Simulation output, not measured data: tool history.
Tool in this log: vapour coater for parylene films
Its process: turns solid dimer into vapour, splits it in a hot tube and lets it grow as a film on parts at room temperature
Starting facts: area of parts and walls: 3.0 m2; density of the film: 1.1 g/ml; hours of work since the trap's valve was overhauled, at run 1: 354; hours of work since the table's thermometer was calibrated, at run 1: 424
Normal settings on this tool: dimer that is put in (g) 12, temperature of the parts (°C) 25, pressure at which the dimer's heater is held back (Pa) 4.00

run	hour	dimer that is put in (g)	temperature of the parts (°C)	pressure at which the dimer's heater is held back (Pa)	hours of work since the trap's valve was overhauled	hours of work since the table's thermometer was calibrated	thickness of the film (um)
1	0.0	12	25	4.00	354	424	2.21
2	11.9	12	25	10.44	365	435	2.16
3	21.3	12	25	10.44	373	443	2.12
4	29.6	12	25	10.44	380	450	2.12
5	45.0	20	25	4.00	394	464	3.69
6	57.4	20	25	4.00	405	475	3.70
7	70.7	20	25	4.00	416	486	3.73
8	86.4	20	25	4.00	430	500	3.72
9	104.6	20	25	4.00	446	516	3.72
10	112.7	12	25	3.02	453	523	2.24
11	127.1	12	25	6.00	466	536	2.19
# hour 134.1: trap's valve overhauled
12	142.9	11	25	4.34	8	546	2.00
13	157.9	8	21	2.51	21	559	1.83
14	174.2	8	21	2.51	35	573	1.81
15	189.3	8	21	2.51	48	587	1.81
16	202.4	7	18	8.54	60	598	1.73
17	213.6	7	18	8.54	70	608	1.70
18	223.3	7	18	8.54	78	616	1.73
19	239.4	7	18	8.54	92	630	1.72
20	248.3	7	18	8.54	100	638	1.72
21	264.7	16	22	2.15	114	653	3.49
22	282.3	16	25	3.22	130	668	3.00

Alternative continuations, all from the tool just after run 22; predict every row:
A	296.4	12	25	2.71	142	680	?
B	296.4	17	17	6.98	142	680	?
C	296.4	11	34	3.22	142	680	?

run	thickness of the film (um)
A	2.28
B	4.44
C	1.36
Stripped of hidden state, with their random variation kept, the same runs would have yielded:
run	thickness of the film (um)
A	2.28
B	4.45
C	1.36

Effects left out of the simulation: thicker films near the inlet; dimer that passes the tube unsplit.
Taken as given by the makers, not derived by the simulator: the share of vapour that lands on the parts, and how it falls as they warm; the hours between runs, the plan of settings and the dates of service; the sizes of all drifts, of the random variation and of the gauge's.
